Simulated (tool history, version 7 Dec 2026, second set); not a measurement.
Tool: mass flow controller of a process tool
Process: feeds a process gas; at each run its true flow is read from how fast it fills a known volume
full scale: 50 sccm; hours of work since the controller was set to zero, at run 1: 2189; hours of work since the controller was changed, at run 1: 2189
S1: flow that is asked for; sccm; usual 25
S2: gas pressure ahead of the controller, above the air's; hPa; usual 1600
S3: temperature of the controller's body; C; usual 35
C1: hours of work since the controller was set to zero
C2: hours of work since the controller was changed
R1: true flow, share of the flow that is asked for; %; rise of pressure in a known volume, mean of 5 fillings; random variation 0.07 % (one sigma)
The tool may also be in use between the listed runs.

| run | hour | S1 | S2 | S3 | C1 | C2 | R1 |
|---|---|---|---|---|---|---|---|
| 1 | 0.0 | 25 | 1600 | 35 | 2189 | 2189 | 97.64 |
| 2 | 119.8 | 25 | 1600 | 35 | 2263 | 2263 | 97.46 |
| 3 | 195.5 | 25 | 1600 | 35 | 2309 | 2309 | 97.41 |
| 4 | 252.3 | 25 | 1720 | 35 | 2344 | 2344 | 97.38 |
| 5 | 338.0 | 25 | 1720 | 35 | 2397 | 2397 | 97.43 |
| 6 | 441.0 | 25 | 1720 | 35 | 2460 | 2460 | 97.43 |
| 7 | 520.8 | 7 | 1600 | 27 | 2509 | 2509 | 96.81 |
| 8 | 581.4 | 7 | 1600 | 27 | 2546 | 2546 | 96.60 |
| 9 | 677.5 | 25 | 1920 | 35 | 2606 | 2606 | 97.27 |
| 10 | 742.6 | 6 | 1600 | 25 | 2646 | 2646 | 96.50 |
| 11 | 826.7 | 5 | 1600 | 35 | 2697 | 2697 | 95.11 |

Forecast each of these 4 alternatives for the next run:
| A | 936.2 | 44 | 2010 | 21 | 2765 | 2765 | ? |
| B | 936.2 | 14 | 1600 | 27 | 2765 | 2765 | ? |
| C | 936.2 | 5 | 2210 | 35 | 2765 | 2765 | ? |
| D | 936.2 | 22 | 2680 | 21 | 2765 | 2765 | ? |

| run | R1 |
|---|---|
| A | 98.68 |
| B | 97.21 |
| C | 94.76 |
| D | 97.56 |
Without the tool's hidden state the same runs would have given:
| run | R1 |
|---|---|
| A | 100.19 |
| B | 99.26 |
| C | 98.24 |
| D | 99.32 |

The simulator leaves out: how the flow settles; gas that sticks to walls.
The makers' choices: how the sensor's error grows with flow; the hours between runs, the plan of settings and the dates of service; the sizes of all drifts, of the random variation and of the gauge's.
